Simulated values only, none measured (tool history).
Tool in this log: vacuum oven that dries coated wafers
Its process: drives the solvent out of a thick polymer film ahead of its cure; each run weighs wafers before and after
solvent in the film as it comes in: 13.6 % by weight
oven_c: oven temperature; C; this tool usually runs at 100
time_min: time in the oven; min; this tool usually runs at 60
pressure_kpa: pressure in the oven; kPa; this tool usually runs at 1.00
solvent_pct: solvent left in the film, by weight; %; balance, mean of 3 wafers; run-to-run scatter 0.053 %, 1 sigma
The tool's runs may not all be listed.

Run 1, hour 0.0: usual settings. Result: solvent_pct 2.14 %.
Run 2, hour 48.9: usual settings. Result: solvent_pct 2.06 %.
Run 3, hour 81.0: usual settings. Result: solvent_pct 2.11 %.
Run 4, hour 112.1: usual settings. Result: solvent_pct 2.10 %.
Run 5, hour 170.1: usual settings. Result: solvent_pct 2.24 %.
Run 6, hour 194.5: usual settings. Result: solvent_pct 2.23 %.
Run 7, hour 242.0: usual settings. Result: solvent_pct 2.19 %.
Run 8, hour 282.2: usual settings but oven_c 99 C. Result: solvent_pct 2.48 %.
Run 9, hour 320.2: usual settings but oven_c 99 C. Result: solvent_pct 2.47 %.
Run 10, hour 352.8: usual settings but oven_c 99 C. Result: solvent_pct 2.58 %.
Run 11, hour 389.9: usual settings but oven_c 108 C, pressure_kpa 1.07 kPa. Result: solvent_pct 1.24 %.
Run 12, hour 419.7: usual settings but oven_c 108 C, pressure_kpa 1.07 kPa. Result: solvent_pct 1.24 %.
Run 13, hour 450.6: usual settings but oven_c 91 C, pressure_kpa 3.13 kPa. Result: solvent_pct 7.02 %.
Run 14, hour 496.4: usual settings but oven_c 91 C, pressure_kpa 3.13 kPa. Result: solvent_pct 7.11 %.
Run 15, hour 537.5: usual settings but time_min 34 min, pressure_kpa 0.84 kPa. Result: solvent_pct 3.85 %.
Run 16, hour 587.2: usual settings but time_min 34 min, pressure_kpa 2.63 kPa. Result: solvent_pct 5.19 %.
Run 17, hour 633.0: usual settings but oven_c 86 C, pressure_kpa 0.65 kPa. Result: solvent_pct 6.10 %.
Run 18, hour 682.1: usual settings but oven_c 103 C. Result: solvent_pct 1.86 %.
Run 19, hour 708.7: usual settings but time_min 31 min. Result: solvent_pct 4.42 %.

Each row is a separate what-if for the run after 19, all from the same tool condition, not one after another. Results?
Run A, hour 759.4: usual settings but time_min 31 min, pressure_kpa 1.25 kPa. Result: solvent_pct ?.
Run B, hour 759.4: usual settings but time_min 34 min. Result: solvent_pct ?.
Run C, hour 759.4: usual settings but oven_c 115 C, time_min 90 min. Result: solvent_pct ?.
Run D, hour 759.4: usual settings but oven_c 97 C, time_min 75 min, pressure_kpa 0.62 kPa. Result: solvent_pct ?.

run  solvent_pct
  A         4.62
  B         4.10
  C         0.91
  D         2.15
Without the tool's hidden state the same runs would have given:
run  solvent_pct
  A         3.62
  B         3.13
  C         0.56
  D         1.27

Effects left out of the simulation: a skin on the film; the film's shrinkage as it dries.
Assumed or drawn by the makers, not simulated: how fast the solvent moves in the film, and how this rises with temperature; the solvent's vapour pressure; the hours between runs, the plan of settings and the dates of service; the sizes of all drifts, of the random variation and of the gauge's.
